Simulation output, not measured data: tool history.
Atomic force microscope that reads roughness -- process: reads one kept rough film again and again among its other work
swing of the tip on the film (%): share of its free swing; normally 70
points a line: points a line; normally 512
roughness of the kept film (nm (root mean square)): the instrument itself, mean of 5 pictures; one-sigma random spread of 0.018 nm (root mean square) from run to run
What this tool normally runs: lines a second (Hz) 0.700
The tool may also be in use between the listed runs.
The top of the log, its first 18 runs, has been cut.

run	day	lines a second (Hz)	swing of the tip on the film (%)	points a line	pictures with this tip	hours of work since the height scale was calibrated	roughness of the kept film (nm (root mean square))
# day 9.038: height scale calibrated on a step standard, once more
19	9.350	0.510	61	512	180	6	3.947
20	9.704	0.700	70	354	200	13	3.780
21	10.417	0.700	70	354	242	26	3.682
# day 10.588: new tip fitted
22	10.783	0.700	70	271	12	33	4.360
23	11.517	0.700	70	271	54	47	4.224
24	11.850	0.700	70	271	73	53	4.166
25	12.408	0.700	70	271	105	64	4.022
26	13.096	0.700	70	271	145	77	3.922
27	13.525	2.987	72	513	170	85	3.361
28	13.888	2.987	86	513	191	92	2.749
29	14.388	2.987	74	513	220	102	3.203
# day 14.892: new tip fitted
30	15.062	0.700	69	303	10	114	4.406

Here are 3 independent what-if runs from the current tool condition. What would each one return?
A	15.579	0.532	79	401	39	124	?
B	15.579	1.622	56	303	39	124	?
C	15.579	3.410	88	945	39	124	?

run	roughness of the kept film (nm (root mean square))
A	4.287
B	4.311
C	2.941
With no hidden state in the tool, these same runs would have given:
run	roughness of the kept film (nm (root mean square))
A	4.468
B	4.493
C	3.065
